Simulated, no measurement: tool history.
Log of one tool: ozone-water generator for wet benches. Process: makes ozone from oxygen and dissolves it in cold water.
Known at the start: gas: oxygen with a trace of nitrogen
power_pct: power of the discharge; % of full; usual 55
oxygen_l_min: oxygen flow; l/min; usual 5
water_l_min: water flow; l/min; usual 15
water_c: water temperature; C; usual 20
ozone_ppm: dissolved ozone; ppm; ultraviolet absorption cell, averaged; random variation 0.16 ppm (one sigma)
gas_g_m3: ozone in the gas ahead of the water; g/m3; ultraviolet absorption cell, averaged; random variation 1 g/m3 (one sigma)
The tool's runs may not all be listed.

{"run": 1, "hour": 0.0, "power_pct": 55, "oxygen_l_min": 5, "water_l_min": 15, "water_c": 20, "ozone_ppm": 19.9, "gas_g_m3": 172.6}
{"run": 2, "hour": 44.8, "power_pct": 55, "oxygen_l_min": 5, "water_l_min": 15, "water_c": 20, "ozone_ppm": 19.7, "gas_g_m3": 174.6}
{"run": 3, "hour": 71.0, "power_pct": 55, "oxygen_l_min": 5, "water_l_min": 15, "water_c": 20, "ozone_ppm": 19.7, "gas_g_m3": 173.1}
{"run": 4, "hour": 106.8, "power_pct": 55, "oxygen_l_min": 5, "water_l_min": 15, "water_c": 20, "ozone_ppm": 20.1, "gas_g_m3": 174.2}
{"run": 5, "hour": 149.4, "power_pct": 55, "oxygen_l_min": 5, "water_l_min": 15, "water_c": 20, "ozone_ppm": 20, "gas_g_m3": 173.8}
{"run": 6, "hour": 188.8, "power_pct": 55, "oxygen_l_min": 5, "water_l_min": 15, "water_c": 20, "ozone_ppm": 19.8, "gas_g_m3": 173.5}
{"run": 7, "hour": 220.8, "power_pct": 55, "oxygen_l_min": 5, "water_l_min": 15, "water_c": 20, "ozone_ppm": 20, "gas_g_m3": 173.1}
{"run": 8, "hour": 244.5, "power_pct": 55, "oxygen_l_min": 5, "water_l_min": 15, "water_c": 20, "ozone_ppm": 19.9, "gas_g_m3": 173.4}
{"run": 9, "hour": 276.0, "power_pct": 55, "oxygen_l_min": 5, "water_l_min": 15, "water_c": 20, "ozone_ppm": 19.7, "gas_g_m3": 172.5}
{"run": 10, "hour": 310.1, "power_pct": 80, "oxygen_l_min": 3.34, "water_l_min": 10, "water_c": 20, "ozone_ppm": 35, "gas_g_m3": 280.7}
{"run": 11, "hour": 345.5, "power_pct": 80, "oxygen_l_min": 3.34, "water_l_min": 10, "water_c": 20, "ozone_ppm": 34.8, "gas_g_m3": 280.5}
{"run": 12, "hour": 398.1, "power_pct": 82, "oxygen_l_min": 5, "water_l_min": 10, "water_c": 18, "ozone_ppm": 36.6, "gas_g_m3": 238.5}
{"run": 13, "hour": 423.9, "power_pct": 44, "oxygen_l_min": 5, "water_l_min": 15, "water_c": 23, "ozone_ppm": 15.7, "gas_g_m3": 144.6}
{"run": 14, "hour": 465.8, "power_pct": 81, "oxygen_l_min": 7.77, "water_l_min": 11, "water_c": 23, "ozone_ppm": 29.8, "gas_g_m3": 195.9}
{"run": 15, "hour": 521.1, "power_pct": 58, "oxygen_l_min": 7.77, "water_l_min": 11, "water_c": 19, "ozone_ppm": 25.3, "gas_g_m3": 149.2}
{"run": 16, "hour": 548.8, "power_pct": 58, "oxygen_l_min": 6.91, "water_l_min": 11, "water_c": 12, "ozone_ppm": 29.6, "gas_g_m3": 156.5}
{"run": 17, "hour": 587.4, "power_pct": 96, "oxygen_l_min": 4.79, "water_l_min": 15, "water_c": 20, "ozone_ppm": 31, "gas_g_m3": 276.8}
{"run": 18, "hour": 635.9, "power_pct": 96, "oxygen_l_min": 4.79, "water_l_min": 15, "water_c": 20, "ozone_ppm": 31.2, "gas_g_m3": 276.7}

Not shown: 3 entries that the log had between the listed runs. Between which runs, and how does the tool's hidden state differ before and after?
Between runs 9 and 10: contactor cleaned (hour 283.8)
  yield of the discharge, % of new electrodes': 99.6 -> 99.5; contactor's efficiency, % of a clean one's: 97.3 -> 96.4
  measured less the result without the state, ozone_ppm: -0.5 -> -0.9 ppm; gas_g_m3: -0.6 -> -1.5 g/m3
Between runs 13 and 14: water thermometer calibrated (hour 451.2)
  yield of the discharge, % of new electrodes': 99.4 -> 99.3; true water temperature over the reading, C: 0.26 -> -0.07
  measured less the result without the state, ozone_ppm: -0.4 -> -0.6 ppm; gas_g_m3: -0.6 -> -1.4 g/m3
Between runs 14 and 15: contactor cleaned, once more (hour 476.1)
  contactor's efficiency, % of a clean one's: 96.2 -> 99.9
  measured less the result without the state, ozone_ppm: -0.6 -> -0.1 ppm; gas_g_m3: -1.4 -> -0.9 g/m3

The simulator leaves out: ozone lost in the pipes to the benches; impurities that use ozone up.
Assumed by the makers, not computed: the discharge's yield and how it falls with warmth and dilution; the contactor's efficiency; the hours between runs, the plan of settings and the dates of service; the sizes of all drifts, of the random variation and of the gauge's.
